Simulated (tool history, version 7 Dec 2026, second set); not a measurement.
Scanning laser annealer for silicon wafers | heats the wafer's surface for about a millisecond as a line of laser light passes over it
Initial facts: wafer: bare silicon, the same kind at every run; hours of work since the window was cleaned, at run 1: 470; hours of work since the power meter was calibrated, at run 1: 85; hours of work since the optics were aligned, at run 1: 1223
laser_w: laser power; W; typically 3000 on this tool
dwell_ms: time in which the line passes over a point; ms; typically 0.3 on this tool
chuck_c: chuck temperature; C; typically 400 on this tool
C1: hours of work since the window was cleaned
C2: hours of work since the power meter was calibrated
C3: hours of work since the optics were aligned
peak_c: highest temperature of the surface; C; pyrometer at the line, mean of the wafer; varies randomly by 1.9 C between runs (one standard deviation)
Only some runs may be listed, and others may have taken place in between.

Run 1, hour 0: usual settings; C1 470; C2 85; C3 1223. Result: peak_c 1195 C.
Run 2, hour 6.8: usual settings; C1 472; C2 88; C3 1226. Result: peak_c 1193 C.
Run 3, hour 14.7: usual settings; C1 476; C2 91; C3 1229. Result: peak_c 1193 C.
Run 4, hour 22.4: usual settings; C1 479; C2 94; C3 1232. Result: peak_c 1194 C.
Run 5, hour 33.4: usual settings but chuck_c 371 C; C1 483; C2 99; C3 1237. Result: peak_c 1162 C.
Run 6, hour 46.1: usual settings but chuck_c 371 C; C1 488; C2 104; C3 1242. Result: peak_c 1162 C.
Run 7, hour 52.4: usual settings but chuck_c 371 C; C1 491; C2 107; C3 1244. Result: peak_c 1163 C.
Run 8, hour 61.5: usual settings; C1 495; C2 110; C3 1248. Result: peak_c 1191 C.
Run 9, hour 69.2: usual settings; C1 498; C2 113; C3 1251. Result: peak_c 1193 C.
Run 10, hour 75: usual settings; C1 500; C2 116; C3 1254. Result: peak_c 1194 C.
Run 11, hour 83: usual settings but chuck_c 401 C; C1 503; C2 119; C3 1257. Result: peak_c 1194 C.
Run 12, hour 96.3: usual settings; C1 509; C2 124; C3 1262. Result: peak_c 1197 C.
Run 13, hour 103.8: usual settings but laser_w 2790 W; C1 512; C2 127; C3 1265. Result: peak_c 1132 C.
Run 14, hour 112.9: usual settings; C1 515; C2 131; C3 1269. Result: peak_c 1189 C.
Run 15, hour 122: usual settings; C1 519; C2 135; C3 1273. Result: peak_c 1193 C.
At hour 124.8: window over the wafer cleaned.
Run 16, hour 134.6: usual settings; C1 4; C2 139; C3 1277. Result: peak_c 1186 C.
Run 17, hour 140.3: usual settings but chuck_c 423 C; C1 6; C2 141; C3 1279. Result: peak_c 1212 C.
Run 18, hour 147.2: usual settings but chuck_c 423 C; C1 9; C2 144; C3 1282. Result: peak_c 1207 C.
Run 19, hour 155.1: usual settings but chuck_c 423 C; C1 12; C2 147; C3 1285. Result: peak_c 1209 C.
At hour 162.3: window over the wafer cleaned, once more.
Run 20, hour 165.3: usual settings but laser_w 2583 W, dwell_ms 0.216 ms, chuck_c 433 C; C1 1; C2 151; C3 1289. Result: peak_c 1012 C.
Run 21, hour 175: usual settings but laser_w 2974 W, dwell_ms 0.22 ms; C1 5; C2 155; C3 1293. Result: peak_c 1080 C.
Run 22, hour 184.3: usual settings but laser_w 2974 W, dwell_ms 0.22 ms; C1 9; C2 159; C3 1296. Result: peak_c 1081 C.
Run 23, hour 190.5: usual settings but laser_w 2974 W, dwell_ms 0.269 ms, chuck_c 376 C; C1 11; C2 161; C3 1299. Result: peak_c 1132 C.
Run 24, hour 201: usual settings but laser_w 2647 W, dwell_ms 0.316 ms, chuck_c 430 C; C1 16; C2 165; C3 1303. Result: peak_c 1152 C.
Run 25, hour 213.1: usual settings but laser_w 2647 W, dwell_ms 0.316 ms, chuck_c 430 C; C1 21; C2 170; C3 1308. Result: peak_c 1150 C.
Run 26, hour 221.9: usual settings but laser_w 3060 W, dwell_ms 0.311 ms, chuck_c 409 C; C1 24; C2 174; C3 1312. Result: peak_c 1245 C.
Run 27, hour 232.8: usual settings but laser_w 3060 W, dwell_ms 0.263 ms, chuck_c 403 C; C1 29; C2 178; C3 1316. Result: peak_c 1171 C.
Run 28, hour 243.9: usual settings but laser_w 2707 W, dwell_ms 0.263 ms, chuck_c 428 C; C1 33; C2 183; C3 1321. Result: peak_c 1101 C.
Run 29, hour 250.4: usual settings but laser_w 2707 W, dwell_ms 0.263 ms, chuck_c 428 C; C1 36; C2 185; C3 1323. Result: peak_c 1100 C.
Run 30, hour 257.2: usual settings but laser_w 2707 W, dwell_ms 0.263 ms, chuck_c 428 C; C1 39; C2 188; C3 1326. Result: peak_c 1102 C.
Run 31, hour 265.4: usual settings but laser_w 2707 W, dwell_ms 0.263 ms, chuck_c 428 C; C1 42; C2 191; C3 1329. Result: peak_c 1102 C.
Run 32, hour 277: usual settings but laser_w 3106 W, dwell_ms 0.269 ms, chuck_c 393 C; C1 47; C2 196; C3 1334. Result: peak_c 1184 C.
Run 33, hour 285.3: usual settings but laser_w 2880 W, dwell_ms 0.281 ms, chuck_c 375 C; C1 50; C2 200; C3 1337. Result: peak_c 1120 C.
Run 34, hour 293.1: usual settings but laser_w 2880 W, dwell_ms 0.281 ms, chuck_c 375 C; C1 53; C2 203; C3 1341. Result: peak_c 1121 C.
Run 35, hour 303.7: usual settings but laser_w 2880 W, dwell_ms 0.281 ms, chuck_c 375 C; C1 57; C2 207; C3 1345. Result: peak_c 1119 C.
Run 36, hour 317: usual settings but laser_w 3127 W, dwell_ms 0.269 ms, chuck_c 375 C; C1 63; C2 212; C3 1350. Result: peak_c 1172 C.

How would selected steps in peak_c from run to run divide? Give the signed amount a tool lacking its hidden state would still show from settings, what came in and random variation, and the signed amount left for the hidden state, including any gauge scatter that is not in both of the compared results.
Hidden state present: light that passes the window, % of a clean one's; laser's true power over the reading, %; width of the line over the set one, %; drift of the gauge itself on peak_c, C.
Run 12 -> 13: laser_w 3000 -> 2790. peak_c -65 C: hidden state +2, all else -67.
Run 15 -> 16: window over the wafer cleaned. peak_c -7 C: hidden state -7, all else +0.
Run 19 -> 20: laser_w 3000 -> 2583, dwell_ms 0.3 -> 0.216, chuck_c 423 -> 433, window over the wafer cleaned, once more. peak_c -197 C: hidden state +27, all else -224.
Run 25 -> 26: laser_w 2647 -> 3060, dwell_ms 0.316 -> 0.311, chuck_c 430 -> 409. peak_c +95 C: hidden state -2, all else +97.
Run 31 -> 32: laser_w 2707 -> 3106, dwell_ms 0.263 -> 0.269, chuck_c 428 -> 393. peak_c +82 C: hidden state -2, all else +84.
